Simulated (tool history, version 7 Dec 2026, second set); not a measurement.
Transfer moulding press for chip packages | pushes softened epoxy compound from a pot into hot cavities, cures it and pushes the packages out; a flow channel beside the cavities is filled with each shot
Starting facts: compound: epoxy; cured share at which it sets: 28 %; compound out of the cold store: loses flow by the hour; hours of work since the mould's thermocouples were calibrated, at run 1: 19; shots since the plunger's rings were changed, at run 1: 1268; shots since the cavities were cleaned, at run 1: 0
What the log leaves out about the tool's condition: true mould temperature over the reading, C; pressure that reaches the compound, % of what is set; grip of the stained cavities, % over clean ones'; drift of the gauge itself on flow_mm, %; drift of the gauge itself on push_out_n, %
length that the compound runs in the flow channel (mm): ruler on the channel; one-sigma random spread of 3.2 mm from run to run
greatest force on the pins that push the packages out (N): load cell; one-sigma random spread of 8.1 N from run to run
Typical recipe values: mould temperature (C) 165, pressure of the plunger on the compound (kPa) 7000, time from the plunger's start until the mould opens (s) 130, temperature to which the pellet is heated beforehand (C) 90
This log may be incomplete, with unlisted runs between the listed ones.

| run | hour | mould temperature (C) | pressure of the plunger on the compound (kPa) | time from the plunger's start until the mould opens (s) | temperature to which the pellet is heated beforehand (C) | hours of work since the mould's thermocouples were calibrated | shots since the plunger's rings were changed | shots since the cavities were cleaned | incoming compound's hours out of the cold store | length that the compound runs in the flow channel (mm) | greatest force on the pins that push the packages out (N) |
|---|---|---|---|---|---|---|---|---|---|---|---|
| 1 | 0 | 165 | 7000 | 130 | 90 | 19 | 1268 | 0 | 30.4 | 687 | 355 |
|  | 75 | cavities cleaned with cleaning compound and waxed |
| 2 | 86 | 165 | 7000 | 130 | 90 | 76 | 2043 | 102 | 33.2 | 678 | 348 |
|  | 152.2 | cavities cleaned with cleaning compound and waxed |
| 3 | 178.1 | 165 | 7000 | 130 | 90 | 137 | 2873 | 237 | 31.1 | 685 | 345 |
|  | 231.5 | cavities cleaned with cleaning compound and waxed |
| 4 | 275.4 | 166 | 7000 | 130 | 90 | 202 | 3752 | 402 | 33.3 | 676 | 339 |
|  | 308.7 | cavities cleaned with cleaning compound and waxed |
|  | 331.4 | plunger's sealing rings changed |
| 5 | 363.4 | 165 | 7000 | 130 | 98 | 259 | 294 | 479 | 28.4 | 697 | 334 |
|  | 389.6 | cavities cleaned with cleaning compound and waxed |
| 6 | 423.5 | 165 | 7000 | 130 | 98 | 298 | 831 | 310 | 45.4 | 645 | 343 |
|  | 464.8 | cavities cleaned with cleaning compound and waxed |
| 7 | 522.3 | 165 | 7000 | 130 | 98 | 364 | 1724 | 527 | 10.7 | 756 | 348 |
|  | 542.5 | cavities cleaned with cleaning compound and waxed |
| 8 | 573 | 165 | 7000 | 130 | 90 | 397 | 2175 | 280 | 19.1 | 733 | 343 |
|  | 617 | cavities cleaned with cleaning compound and waxed |
| 9 | 653.2 | 165 | 7000 | 136 | 90 | 450 | 2896 | 331 | 21.9 | 723 | 331 |
|  | 698.5 | cavities cleaned with cleaning compound and waxed |
| 10 | 751.7 | 170 | 7000 | 130 | 90 | 515 | 3787 | 489 | 46.5 | 623 | 311 |
|  | 777.3 | cavities cleaned with cleaning compound and waxed |
|  | 796.4 | plunger's sealing rings changed |
| 11 | 851.1 | 170 | 7000 | 130 | 90 | 580 | 501 | 654 | 38.6 | 650 | 305 |
|  | 857.6 | cavities cleaned with cleaning compound and waxed |
| 12 | 927.1 | 170 | 7000 | 130 | 90 | 630 | 1184 | 637 | 13.3 | 730 | 300 |
|  | 936 | cavities cleaned with cleaning compound and waxed |
| 13 | 981.9 | 165 | 7000 | 130 | 100 | 666 | 1674 | 421 | 17.5 | 731 | 355 |
|  | 1012.2 | cavities cleaned with cleaning compound and waxed |
| 14 | 1025.3 | 165 | 7000 | 130 | 100 | 694 | 2058 | 120 | 38.2 | 666 | 345 |
|  | 1088.5 | cavities cleaned with cleaning compound and waxed |
| 15 | 1120.2 | 166 | 6750 | 124 | 100 | 757 | 2914 | 290 | 42.5 | 637 | 345 |
|  | 1164.8 | cavities cleaned with cleaning compound and waxed |
|  | 1207.8 | mould's thermocouples calibrated |
| 16 | 1218 | 166 | 6750 | 124 | 100 | 7 | 3779 | 469 | 47.6 | 626 | 344 |
|  | 1245.7 | cavities cleaned with cleaning compound and waxed |
|  | 1270.5 | plunger's sealing rings changed |
| 17 | 1289.8 | 159 | 6390 | 126 | 91 | 53 | 177 | 382 | 37.8 | 657 | 522 |
|  | 1330.1 | cavities cleaned with cleaning compound and waxed |
| 18 | 1358.7 | 159 | 6390 | 126 | 91 | 98 | 795 | 262 | 22.2 | 716 | 559 |
|  | 1412.8 | cavities cleaned with cleaning compound and waxed |
| 19 | 1451.5 | 165 | 7000 | 114 | 90 | 160 | 1633 | 355 | 26.7 | 697 | 404 |
|  | 1491.8 | cavities cleaned with cleaning compound and waxed |
| 20 | 1542.4 | 165 | 7000 | 114 | 90 | 220 | 2453 | 464 | 42.7 | 656 | 408 |
|  | 1567.2 | cavities cleaned with cleaning compound and waxed |
| 21 | 1616.1 | 165 | 7000 | 114 | 90 | 268 | 3115 | 448 | 19 | 721 | 420 |
|  | 1646.4 | cavities cleaned with cleaning compound and waxed |
| 22 | 1711.4 | 165 | 7000 | 114 | 90 | 332 | 3975 | 596 | 38 | 666 | 400 |
|  | 1725.7 | cavities cleaned with cleaning compound and waxed |
|  | 1735.1 | plunger's sealing rings changed |
| 23 | 1771.4 | 160 | 6890 | 113 | 85 | 369 | 333 | 397 | 13.6 | 763 | 661 |
|  | 1803.5 | cavities cleaned with cleaning compound and waxed |
| 24 | 1814.6 | 160 | 6890 | 113 | 85 | 398 | 715 | 101 | 18.2 | 744 | 616 |
|  | 1884.1 | cavities cleaned with cleaning compound and waxed |
| 25 | 1905.7 | 165 | 6790 | 132 | 83 | 458 | 1537 | 198 | 20.3 | 706 | 340 |
|  | 1961.4 | cavities cleaned with cleaning compound and waxed |
| 26 | 1966.1 | 173 | 6560 | 158 | 83 | 498 | 2077 | 43 | 8.6 | 711 | 307 |

Forecast each of these 3 alternatives for the next run:
|  | 2042.9 | cavities cleaned with cleaning compound and waxed |
| A | 2043 | 162 | 5350 | 158 | 95 | 548 | 2769 | 1 | 27.4 | ? | ? |
|  | 2042.9 | cavities cleaned with cleaning compound and waxed |
| B | 2043 | 171 | 5740 | 130 | 90 | 548 | 2769 | 1 | 10 | ? | ? |
|  | 2042.9 | cavities cleaned with cleaning compound and waxed |
| C | 2043 | 165 | 7000 | 153 | 96 | 548 | 2769 | 1 | 25 | ? | ? |

| run | length that the compound runs in the flow channel (mm) | greatest force on the pins that push the packages out (N) |
|---|---|---|
| A | 621 | 331 |
| B | 663 | 303 |
| C | 708 | 306 |
What these runs would have given with no unlogged condition in the tool:
| run | length that the compound runs in the flow channel (mm) | greatest force on the pins that push the packages out (N) |
|---|---|---|
| A | 622 | 332 |
| B | 663 | 303 |
| C | 708 | 306 |
